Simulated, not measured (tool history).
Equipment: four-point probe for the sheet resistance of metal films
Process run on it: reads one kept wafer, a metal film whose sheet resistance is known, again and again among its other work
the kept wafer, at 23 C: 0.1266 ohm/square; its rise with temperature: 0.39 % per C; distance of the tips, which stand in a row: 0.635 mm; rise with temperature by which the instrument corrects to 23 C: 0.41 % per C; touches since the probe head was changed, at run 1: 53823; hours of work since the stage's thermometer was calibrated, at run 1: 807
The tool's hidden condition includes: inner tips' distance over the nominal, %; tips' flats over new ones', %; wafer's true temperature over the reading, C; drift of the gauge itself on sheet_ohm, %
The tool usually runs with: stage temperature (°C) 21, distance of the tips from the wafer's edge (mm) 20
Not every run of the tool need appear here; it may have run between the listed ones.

| run | hour | stage temperature (°C) | distance of the tips from the wafer's edge (mm) | touches since the probe head was changed | hours of work since the stage's thermometer was calibrated | sheet resistance as the instrument gives it (ohm/square) |
|---|---|---|---|---|---|---|
| 1 | 0.0 | 21 | 20 | 53823 | 807 | 0.127669 |
| 2 | 26.7 | 21 | 20 | 55441 | 826 | 0.127714 |
| 3 | 67.9 | 21 | 61 | 57934 | 854 | 0.127614 |
| 4 | 97.5 | 26 | 61 | 59725 | 875 | 0.127444 |
| 5 | 121.7 | 26 | 61 | 61193 | 892 | 0.127492 |
| 6 | 147.3 | 26 | 61 | 62743 | 910 | 0.127507 |
| 7 | 185.8 | 21 | 20 | 65074 | 936 | 0.127750 |
| 8 | 224.1 | 27 | 20 | 67389 | 963 | 0.127586 |
| 9 | 265.4 | 34 | 4 | 69888 | 992 | 0.129018 |
| 10 | 312.4 | 18 | 23 | 72734 | 1025 | 0.127931 |
| 11 | 354.1 | 32 | 7 | 75262 | 1054 | 0.127998 |
|  | 356.7 | stage's thermometer calibrated |
| 12 | 378.3 | 32 | 7 | 76697 | 15 | 0.127937 |
| 13 | 413.7 | 21 | 26 | 78839 | 40 | 0.127769 |
|  | 448.3 | stage's thermometer calibrated, once more |
| 14 | 457.8 | 24 | 7 | 81476 | 7 | 0.128518 |
| 15 | 491.7 | 24 | 7 | 83532 | 30 | 0.128594 |
|  | 513.0 | new probe head fitted |
| 16 | 535.9 | 19 | 8 | 1383 | 60 | 0.126801 |

What if the next run were any one of these 4? Each begins from the tool's condition after run 16:
| A | 575.9 | 26 | 8 | 3808 | 88 | ? |
| B | 575.9 | 28 | 41 | 3808 | 88 | ? |
| C | 575.9 | 19 | 11 | 3808 | 88 | ? |
| D | 575.9 | 26 | 11 | 3808 | 88 | ? |

| run | sheet resistance as the instrument gives it (ohm/square) |
|---|---|
| A | 0.126581 |
| B | 0.126063 |
| C | 0.126633 |
| D | 0.126309 |
With the hidden condition removed and each run's random variation left untouched, the same runs would have given:
| run | sheet resistance as the instrument gives it (ohm/square) |
|---|---|
| A | 0.126947 |
| B | 0.126427 |
| C | 0.126999 |
| D | 0.126675 |
